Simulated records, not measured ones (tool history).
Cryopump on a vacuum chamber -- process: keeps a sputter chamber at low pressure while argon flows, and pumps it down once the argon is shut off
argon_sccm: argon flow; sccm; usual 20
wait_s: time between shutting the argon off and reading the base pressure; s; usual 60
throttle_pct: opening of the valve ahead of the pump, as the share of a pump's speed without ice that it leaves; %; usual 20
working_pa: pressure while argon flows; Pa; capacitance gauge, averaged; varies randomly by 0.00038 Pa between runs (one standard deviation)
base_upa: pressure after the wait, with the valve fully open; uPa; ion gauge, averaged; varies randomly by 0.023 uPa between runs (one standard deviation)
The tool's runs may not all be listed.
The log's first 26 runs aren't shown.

run   hour  argon_sccm  wait_s  throttle_pct  working_pa  base_upa
 27  265.3          20      80            40      0.0565      1.37
 28  273.6          22      38            20      0.1222      1.82
 29  285.6          22      38            20      0.1226      1.84
 30  292.3          22      38            20      0.1225      1.86
 31  300.6          22     133            28      0.0881      1.25
 32  311.5          13     198            34      0.0435      1.16
 33  325.2          20      70            20      0.1121      1.46
 34    335          16     106            40       0.046      1.31

Predict each of these 3 candidate next runs independently; none follows another, all start after run 34:
  A  345.6          10      35            20           ?         ?
  B  345.6          20     140            20           ?         ?
  C  345.6          10     183            30           ?         ?

run  working_pa  base_upa
  A      0.0563      1.99
  B      0.1118       1.3
  C      0.0377      1.18
Without the tool's hidden state the same runs would have given:
run  working_pa  base_upa
  A      0.0553      1.17
  B      0.1097      0.45
  C      0.0367      0.36
